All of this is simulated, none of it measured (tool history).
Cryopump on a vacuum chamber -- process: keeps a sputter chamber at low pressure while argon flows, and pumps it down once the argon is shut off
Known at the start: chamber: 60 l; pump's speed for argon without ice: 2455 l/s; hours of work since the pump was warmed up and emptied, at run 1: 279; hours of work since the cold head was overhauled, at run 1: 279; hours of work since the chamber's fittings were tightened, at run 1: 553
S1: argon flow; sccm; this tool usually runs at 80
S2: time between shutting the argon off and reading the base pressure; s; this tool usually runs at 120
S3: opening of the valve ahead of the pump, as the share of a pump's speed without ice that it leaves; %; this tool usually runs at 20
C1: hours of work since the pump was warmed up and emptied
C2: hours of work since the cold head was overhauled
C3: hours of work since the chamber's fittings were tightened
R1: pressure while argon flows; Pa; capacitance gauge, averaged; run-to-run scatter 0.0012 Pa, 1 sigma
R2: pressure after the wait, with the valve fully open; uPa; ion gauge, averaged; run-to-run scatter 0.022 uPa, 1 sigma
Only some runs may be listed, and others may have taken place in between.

run,day,S1,S2,S3,C1,C2,C3,R1,R2
1,0,80,120,20,279,279,553,0.2804,0.69
2,3.421,80,120,20,321,321,595,0.2813,0.69
3,7.004,35,120,20,366,366,639,0.1227,0.73
4,9.229,80,120,20,393,393,667,0.281,0.74
5,12.329,80,120,20,431,431,705,0.2818,0.72
6,16.346,80,120,49,481,481,754,0.12,0.73
7,19.438,80,120,24,519,519,792,0.2386,0.77
8,22.304,55,120,24,554,554,828,0.1654,0.79
9,24.754,55,120,24,584,584,858,0.1651,0.78
10,27.342,55,120,24,616,616,890,0.1634,0.78
11,32.283,55,120,24,677,677,951,0.1667,0.79
12,34.9,87,120,20,709,709,983,0.3115,0.8
13,40.004,80,120,20,772,772,1046,0.286,0.83
# day 41.712: pump warmed up, emptied and cooled again
# day 41.796: leaking fittings of the chamber tightened, without venting
14,44.875,80,120,20,38,828,38,0.277,0.56
15,48.662,80,120,15,85,875,85,0.3695,0.6
16,52.683,80,120,15,134,925,134,0.3701,0.59
17,55.638,80,120,15,170,961,170,0.37,0.59
18,61.046,80,120,15,237,1028,237,0.3708,0.59
19,66.375,80,120,15,303,1093,303,0.3714,0.64
20,71.879,115,44,34,371,1161,371,0.2426,1.36
21,74.238,115,44,34,400,1190,400,0.2433,1.41
22,76.646,115,42,44,429,1220,429,0.192,1.43
23,81.333,77,42,20,487,1278,487,0.2746,1.49
24,85.517,77,42,31,539,1329,539,0.1806,1.46
25,88.325,43,42,40,573,1364,573,0.0789,1.5
26,93.171,43,42,40,633,1423,633,0.0805,1.56
27,96.558,43,42,40,675,1465,675,0.0802,1.51
28,100.742,43,120,27,726,1517,726,0.1172,0.79
29,104.154,33,21,23,768,1559,768,0.1044,2.8
# day 106.258: pump warmed up, emptied and cooled again
30,108.712,80,228,37,30,1612,822,0.1509,0.57
31,112.712,43,51,48,80,1661,871,0.0622,1.28
32,115.704,80,158,20,116,1698,908,0.2782,0.61

Predict the results of run 33:
33,119.725,80,158,20,166,1748,957,?,?

Run 33 gave R1 0.2776 Pa, R2 0.66 uPa.
On a tool with no hidden condition, and with the same random variation, this run would have come out at R1 0.2742 Pa, R2 0.45 uPa.
